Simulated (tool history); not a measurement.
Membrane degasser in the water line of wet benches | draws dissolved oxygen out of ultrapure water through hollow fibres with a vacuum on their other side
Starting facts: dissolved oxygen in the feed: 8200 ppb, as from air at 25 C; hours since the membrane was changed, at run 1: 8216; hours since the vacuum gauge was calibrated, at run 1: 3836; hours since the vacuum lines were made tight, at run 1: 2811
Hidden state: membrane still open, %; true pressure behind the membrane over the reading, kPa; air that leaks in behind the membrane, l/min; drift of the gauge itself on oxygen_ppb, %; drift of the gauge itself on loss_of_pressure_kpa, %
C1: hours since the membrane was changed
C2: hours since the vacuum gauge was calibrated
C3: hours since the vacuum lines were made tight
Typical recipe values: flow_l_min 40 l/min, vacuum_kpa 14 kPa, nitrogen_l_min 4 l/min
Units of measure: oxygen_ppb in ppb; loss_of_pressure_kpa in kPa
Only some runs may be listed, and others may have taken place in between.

{"run": 1, "hour": 0.0, "flow_l_min": 40, "vacuum_kpa": 14, "nitrogen_l_min": 4, "C1": 8216, "C2": 3836, "C3": 2811, "oxygen_ppb": 303.5, "loss_of_pressure_kpa": 29.56}
{"run": 2, "hour": 166.4, "flow_l_min": 40, "vacuum_kpa": 14, "nitrogen_l_min": 4, "C1": 8382, "C2": 4002, "C3": 2977, "oxygen_ppb": 304.1, "loss_of_pressure_kpa": 29.84}
{"run": 3, "hour": 336.1, "flow_l_min": 49, "vacuum_kpa": 14, "nitrogen_l_min": 4, "C1": 8552, "C2": 4172, "C3": 3147, "oxygen_ppb": 391.7, "loss_of_pressure_kpa": 36.43}
{"run": 4, "hour": 504.2, "flow_l_min": 49, "vacuum_kpa": 14, "nitrogen_l_min": 4, "C1": 8720, "C2": 4340, "C3": 3315, "oxygen_ppb": 387.4, "loss_of_pressure_kpa": 36.41}
{"run": 5, "hour": 665.5, "flow_l_min": 49, "vacuum_kpa": 14, "nitrogen_l_min": 4, "C1": 8881, "C2": 4501, "C3": 3476, "oxygen_ppb": 388.5, "loss_of_pressure_kpa": 36.66}
{"run": 6, "hour": 928.5, "flow_l_min": 49, "vacuum_kpa": 14, "nitrogen_l_min": 4, "C1": 9144, "C2": 4764, "C3": 3739, "oxygen_ppb": 387.6, "loss_of_pressure_kpa": 36.65}
{"run": 7, "hour": 1106.0, "flow_l_min": 40, "vacuum_kpa": 13, "nitrogen_l_min": 4, "C1": 9321, "C2": 4942, "C3": 3917, "oxygen_ppb": 284.3, "loss_of_pressure_kpa": 30.04}
{"run": 8, "hour": 1343.6, "flow_l_min": 40, "vacuum_kpa": 13, "nitrogen_l_min": 4, "C1": 9559, "C2": 5179, "C3": 4154, "oxygen_ppb": 286.7, "loss_of_pressure_kpa": 29.88}
{"run": 9, "hour": 1474.6, "flow_l_min": 40, "vacuum_kpa": 13, "nitrogen_l_min": 4, "C1": 9690, "C2": 5310, "C3": 4285, "oxygen_ppb": 290.2, "loss_of_pressure_kpa": 29.73}
{"run": 10, "hour": 1766.7, "flow_l_min": 40, "vacuum_kpa": 14, "nitrogen_l_min": 4, "C1": 9982, "C2": 5603, "C3": 4578, "oxygen_ppb": 312, "loss_of_pressure_kpa": 29.8}
{"run": 11, "hour": 1991.8, "flow_l_min": 40, "vacuum_kpa": 14, "nitrogen_l_min": 5.91, "C1": 10207, "C2": 5828, "C3": 4803, "oxygen_ppb": 238.1, "loss_of_pressure_kpa": 29.77}
{"hour": 2149.3, "done": "vacuum gauge calibrated"}
{"run": 12, "hour": 2170.0, "flow_l_min": 40, "vacuum_kpa": 14, "nitrogen_l_min": 4, "C1": 10385, "C2": 21, "C3": 4980, "oxygen_ppb": 306.2, "loss_of_pressure_kpa": 30.13}
{"run": 13, "hour": 2399.9, "flow_l_min": 40, "vacuum_kpa": 14, "nitrogen_l_min": 4, "C1": 10615, "C2": 251, "C3": 5210, "oxygen_ppb": 307.2, "loss_of_pressure_kpa": 29.77}
{"run": 14, "hour": 2623.9, "flow_l_min": 40, "vacuum_kpa": 14, "nitrogen_l_min": 4, "C1": 10839, "C2": 475, "C3": 5434, "oxygen_ppb": 310.5, "loss_of_pressure_kpa": 30.11}
{"run": 15, "hour": 2909.5, "flow_l_min": 35, "vacuum_kpa": 14, "nitrogen_l_min": 4, "C1": 11124, "C2": 760, "C3": 5720, "oxygen_ppb": 264.8, "loss_of_pressure_kpa": 26.32}
{"run": 16, "hour": 3071.8, "flow_l_min": 35, "vacuum_kpa": 14, "nitrogen_l_min": 4, "C1": 11287, "C2": 922, "C3": 5882, "oxygen_ppb": 267.4, "loss_of_pressure_kpa": 26.32}
{"run": 17, "hour": 3218.5, "flow_l_min": 40, "vacuum_kpa": 14, "nitrogen_l_min": 4, "C1": 11433, "C2": 1069, "C3": 6029, "oxygen_ppb": 307.6, "loss_of_pressure_kpa": 29.97}
{"hour": 3451.4, "done": "seals of the vacuum lines changed"}
{"run": 18, "hour": 3463.0, "flow_l_min": 40, "vacuum_kpa": 14.5, "nitrogen_l_min": 4.49, "C1": 11676, "C2": 1312, "C3": 12, "oxygen_ppb": 297.9, "loss_of_pressure_kpa": 30.12}
{"run": 19, "hour": 3645.9, "flow_l_min": 40, "vacuum_kpa": 14, "nitrogen_l_min": 5.22, "C1": 11859, "C2": 1495, "C3": 194, "oxygen_ppb": 255.6, "loss_of_pressure_kpa": 30.14}
{"run": 20, "hour": 3822.4, "flow_l_min": 31, "vacuum_kpa": 14, "nitrogen_l_min": 1.77, "C1": 12035, "C2": 1671, "C3": 371, "oxygen_ppb": 444.3, "loss_of_pressure_kpa": 23.46}
{"run": 21, "hour": 4005.7, "flow_l_min": 54, "vacuum_kpa": 12.2, "nitrogen_l_min": 2.02, "C1": 12219, "C2": 1854, "C3": 554, "oxygen_ppb": 595.5, "loss_of_pressure_kpa": 40.61}
{"run": 22, "hour": 4214.6, "flow_l_min": 54, "vacuum_kpa": 12.2, "nitrogen_l_min": 2.02, "C1": 12428, "C2": 2063, "C3": 763, "oxygen_ppb": 599.8, "loss_of_pressure_kpa": 40.78}
{"run": 23, "hour": 4473.4, "flow_l_min": 54, "vacuum_kpa": 12.2, "nitrogen_l_min": 2.02, "C1": 12686, "C2": 2322, "C3": 1022, "oxygen_ppb": 615.2, "loss_of_pressure_kpa": 40.95}
{"run": 24, "hour": 4689.5, "flow_l_min": 54, "vacuum_kpa": 21, "nitrogen_l_min": 2.02, "C1": 12903, "C2": 2538, "C3": 1238, "oxygen_ppb": 1035.7, "loss_of_pressure_kpa": 40.65}
{"run": 25, "hour": 4896.6, "flow_l_min": 54, "vacuum_kpa": 21, "nitrogen_l_min": 2.02, "C1": 13110, "C2": 2745, "C3": 1445, "oxygen_ppb": 1035, "loss_of_pressure_kpa": 40.84}
{"run": 26, "hour": 5092.8, "flow_l_min": 54, "vacuum_kpa": 12.4, "nitrogen_l_min": 2.54, "C1": 13306, "C2": 2942, "C3": 1641, "oxygen_ppb": 534.5, "loss_of_pressure_kpa": 41.28}
{"run": 27, "hour": 5249.4, "flow_l_min": 54, "vacuum_kpa": 27.1, "nitrogen_l_min": 3.06, "C1": 13462, "C2": 3098, "C3": 1798, "oxygen_ppb": 966, "loss_of_pressure_kpa": 40.78}
{"run": 28, "hour": 5447.1, "flow_l_min": 49, "vacuum_kpa": 23.6, "nitrogen_l_min": 1.76, "C1": 13660, "C2": 3296, "C3": 1996, "oxygen_ppb": 1158.8, "loss_of_pressure_kpa": 37.4}
{"run": 29, "hour": 5693.1, "flow_l_min": 50, "vacuum_kpa": 9.8, "nitrogen_l_min": 1.76, "C1": 13906, "C2": 3542, "C3": 2242, "oxygen_ppb": 494.5, "loss_of_pressure_kpa": 38.08}
{"run": 30, "hour": 5852.7, "flow_l_min": 50, "vacuum_kpa": 23.6, "nitrogen_l_min": 2.6, "C1": 14066, "C2": 3701, "C3": 2401, "oxygen_ppb": 898.4, "loss_of_pressure_kpa": 37.95}
{"run": 31, "hour": 6043.5, "flow_l_min": 59, "vacuum_kpa": 19.1, "nitrogen_l_min": 2.6, "C1": 14256, "C2": 3892, "C3": 2592, "oxygen_ppb": 864.7, "loss_of_pressure_kpa": 45.03}
{"run": 32, "hour": 6229.3, "flow_l_min": 40, "vacuum_kpa": 14, "nitrogen_l_min": 3.95, "C1": 14442, "C2": 4078, "C3": 2778, "oxygen_ppb": 318.6, "loss_of_pressure_kpa": 30.53}
{"run": 33, "hour": 6435.1, "flow_l_min": 40, "vacuum_kpa": 28.7, "nitrogen_l_min": 2.38, "C1": 14648, "C2": 4284, "C3": 2984, "oxygen_ppb": 936.5, "loss_of_pressure_kpa": 30.55}

For some of the steps in oxygen_ppb from one run to the next: how much would appear even if the tool had no hidden state, given the settings, what came in and random variation, and how much remains for the hidden state plus any gauge scatter that the measured result and the result without hidden state don't share?
Run 20 -> 21: flow_l_min 31 -> 54, vacuum_kpa 14 -> 12.2, nitrogen_l_min 1.77 -> 2.02. oxygen_ppb +151.2 ppb: hidden state +16.3, all else +134.9.
Run 28 -> 29: flow_l_min 49 -> 50, vacuum_kpa 23.6 -> 9.8. oxygen_ppb -664.3 ppb: hidden state +6.7, all else -671.
Run 30 -> 31: flow_l_min 50 -> 59, vacuum_kpa 23.6 -> 19.1. oxygen_ppb -33.7 ppb: hidden state +8.5, all else -42.2.
Run 31 -> 32: flow_l_min 59 -> 40, vacuum_kpa 19.1 -> 14, nitrogen_l_min 2.6 -> 3.95. oxygen_ppb -546.1 ppb: hidden state -15.4, all else -530.7.
Run 32 -> 33: vacuum_kpa 14 -> 28.7, nitrogen_l_min 3.95 -> 2.38. oxygen_ppb +617.9 ppb: hidden state +1.1, all else +616.8.
